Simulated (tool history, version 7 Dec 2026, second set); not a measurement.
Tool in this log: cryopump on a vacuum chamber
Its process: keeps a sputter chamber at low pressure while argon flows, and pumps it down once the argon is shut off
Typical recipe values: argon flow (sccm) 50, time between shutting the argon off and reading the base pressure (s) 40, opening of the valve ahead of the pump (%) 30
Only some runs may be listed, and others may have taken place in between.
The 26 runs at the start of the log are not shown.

run    hour  argon flow (sccm)  time between shutting the argon off and reading the base pressure (s)  opening of the valve ahead of the pump (%)  hours of work since the pump was warmed up and emptied  hours of work since the cold head was overhauled  hours of work since the chamber's fittings were tightened  pressure while argon flows (Pa)  pressure after the wait (uPa)
 27  2124.7                 22                                                                     84                                          30                                                     225                                              1071                                                       1124                           0.0816                           2.83
 28  2236.1                 50                                                                     40                                          30                                                     277                                              1123                                                       1176                           0.1883                           4.19
 29  2344.9                 22                                                                    257                                          30                                                     328                                              1174                                                       1227                           0.0842                           2.35
 30  2424.3                 91                                                                    193                                          49                                                     365                                              1211                                                       1264                            0.222                           2.63
 31  2504.2                 49                                                                    193                                          29                                                     403                                              1248                                                       1302                           0.1936                           2.78
     2551.2  -- pump warmed up, emptied and cooled again
 32  2561.9                 61                                                                     40                                          30                                                       5                                              1273                                                       1326                           0.2208                            4.4
 33  2627.9                 28                                                                     64                                          30                                                      36                                              1304                                                       1357                           0.1015                           3.49
     2640.1  -- leaking fittings of the chamber tightened, without venting
 34  2740.4                 28                                                                     64                                          30                                                      88                                              1356                                                         47                           0.1029                           1.75
 35  2789.9                 75                                                                     40                                          42                                                     111                                              1379                                                         70                           0.1992                           2.64

Consider 3 possible next runs. They are alternatives, not a sequence: every one starts from the tool as it was left by run 35. What does each give?
  A  2863.1                 75                                                                     61                                          27                                                     145                                              1413                                                        104                                ?                              ?
  B  2863.1                 52                                                                     72                                          54                                                     145                                              1413                                                        104                                ?                              ?
  C  2863.1                 28                                                                     40                                          42                                                     145                                              1413                                                        104                                ?                              ?

run  pressure while argon flows (Pa)  pressure after the wait (uPa)
  A                           0.3058                           1.86
  B                           0.1086                           1.65
  C                           0.0749                           2.67
What these runs would have given with no unlogged condition in the tool:
run  pressure while argon flows (Pa)  pressure after the wait (uPa)
  A                           0.2993                           1.69
  B                           0.1041                           1.48
  C                           0.0725                            2.5

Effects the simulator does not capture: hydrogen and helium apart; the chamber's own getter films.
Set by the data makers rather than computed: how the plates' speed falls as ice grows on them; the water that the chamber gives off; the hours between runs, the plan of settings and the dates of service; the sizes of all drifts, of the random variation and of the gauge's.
